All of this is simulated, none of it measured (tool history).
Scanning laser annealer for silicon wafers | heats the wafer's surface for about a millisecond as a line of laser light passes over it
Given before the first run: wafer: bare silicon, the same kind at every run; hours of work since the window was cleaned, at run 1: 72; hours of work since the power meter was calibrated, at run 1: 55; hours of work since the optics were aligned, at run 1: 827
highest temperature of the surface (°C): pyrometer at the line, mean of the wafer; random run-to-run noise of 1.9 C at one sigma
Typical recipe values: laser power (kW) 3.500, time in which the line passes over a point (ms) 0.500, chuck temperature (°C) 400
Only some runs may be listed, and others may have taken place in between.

run  hour  laser power (kW)  time in which the line passes over a point (ms)  chuck temperature (°C)  hours of work since the window was cleaned  hours of work since the power meter was calibrated  hours of work since the optics were aligned  highest temperature of the surface (°C)
  1   0.0             3.500                                            0.500                     400                                          72                                                  55                                          827                                     1215
  2   5.2             3.500                                            0.500                     439                                          76                                                  59                                          831                                     1257
  3  13.3             3.500                                            0.500                     439                                          82                                                  65                                          837                                     1258
  4  23.5             3.500                                            0.500                     400                                          89                                                  73                                          844                                     1215
  5  29.0             3.500                                            0.500                     400                                          93                                                  77                                          848                                     1219
  6  35.5             3.313                                            0.578                     400                                          98                                                  81                                          853                                     1227
  7  42.7             3.248                                            0.368                     400                                         103                                                  87                                          858                                     1059
  8  50.3             3.248                                            0.368                     400                                         108                                                  92                                          864                                     1055
  9  56.6             3.248                                            0.368                     400                                         113                                                  97                                          869                                     1059
 10  67.7             3.223                                            0.399                     431                                         121                                                 105                                          877                                     1108

Forecast each of these 5 alternatives for the next run:
  A  74.9             3.223                                            0.478                     439                                         126                                                 110                                          882                                        ?
  B  74.9             3.533                                            0.399                     403                                         126                                                 110                                          882                                        ?
  C  74.9             3.014                                            0.399                     431                                         126                                                 110                                          882                                        ?
  D  74.9             3.403                                            0.519                     431                                         126                                                 110                                          882                                        ?
  E  74.9             3.437                                            0.399                     367                                         126                                                 110                                          882                                        ?

run  highest temperature of the surface (°C)
  A                                     1179
  B                                     1145
  C                                     1064
  D                                     1240
  E                                     1090
What these runs would have given with no unlogged condition in the tool:
run  highest temperature of the surface (°C)
  A                                     1180
  B                                     1145
  C                                     1065
  D                                     1240
  E                                     1090
